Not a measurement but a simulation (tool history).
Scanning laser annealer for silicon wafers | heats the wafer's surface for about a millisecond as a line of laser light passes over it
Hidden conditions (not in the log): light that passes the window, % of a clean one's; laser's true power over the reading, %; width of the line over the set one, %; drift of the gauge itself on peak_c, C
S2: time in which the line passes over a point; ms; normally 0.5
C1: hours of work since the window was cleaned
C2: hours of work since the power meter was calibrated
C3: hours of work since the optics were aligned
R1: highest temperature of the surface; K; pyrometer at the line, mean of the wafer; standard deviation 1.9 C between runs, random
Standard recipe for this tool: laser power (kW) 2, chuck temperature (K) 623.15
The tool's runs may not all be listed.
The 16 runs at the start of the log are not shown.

Run 17, hour 336.7: usual settings but S2 0.366 ms; C1 609; C2 425; C3 425. Result: R1 1293.15 K.
Run 18, hour 356: usual settings but S2 0.366 ms; C1 617; C2 433; C3 433. Result: R1 1292.15 K.
Run 19, hour 367.6: usual settings but S2 0.616 ms; C1 622; C2 438; C3 438. Result: R1 1507.15 K.
Run 20, hour 388.1: usual settings but S2 0.616 ms; C1 630; C2 447; C3 447. Result: R1 1508.15 K.
Run 21, hour 411.4: usual settings but laser power (kW) 1.996, S2 0.569 ms, chuck temperature (K) 648.15; C1 640; C2 457; C3 457. Result: R1 1492.15 K.
Run 22, hour 430: usual settings but laser power (kW) 1.995, S2 0.494 ms, chuck temperature (K) 640.15; C1 648; C2 465; C3 465. Result: R1 1419.15 K.
Run 23, hour 448.4: usual settings but laser power (kW) 1.995, S2 0.494 ms, chuck temperature (K) 640.15; C1 656; C2 473; C3 473. Result: R1 1419.15 K.
Run 24, hour 461.7: usual settings but laser power (kW) 1.987, chuck temperature (K) 608.15; C1 662; C2 478; C3 478. Result: R1 1393.15 K.
Run 25, hour 483.3: usual settings but laser power (kW) 1.987, S2 0.405 ms, chuck temperature (K) 618.15; C1 671; C2 487; C3 487. Result: R1 1315.15 K.

Predict the results of run 26:
Run 26, hour 504.6: usual settings but chuck temperature (K) 601.15; C1 680; C2 496; C3 496. Result: R1 ?.

R1: 1385.15 K
With the hidden condition absent and the run-to-run variation left alone, this run would have shown R1 1449.15 K.
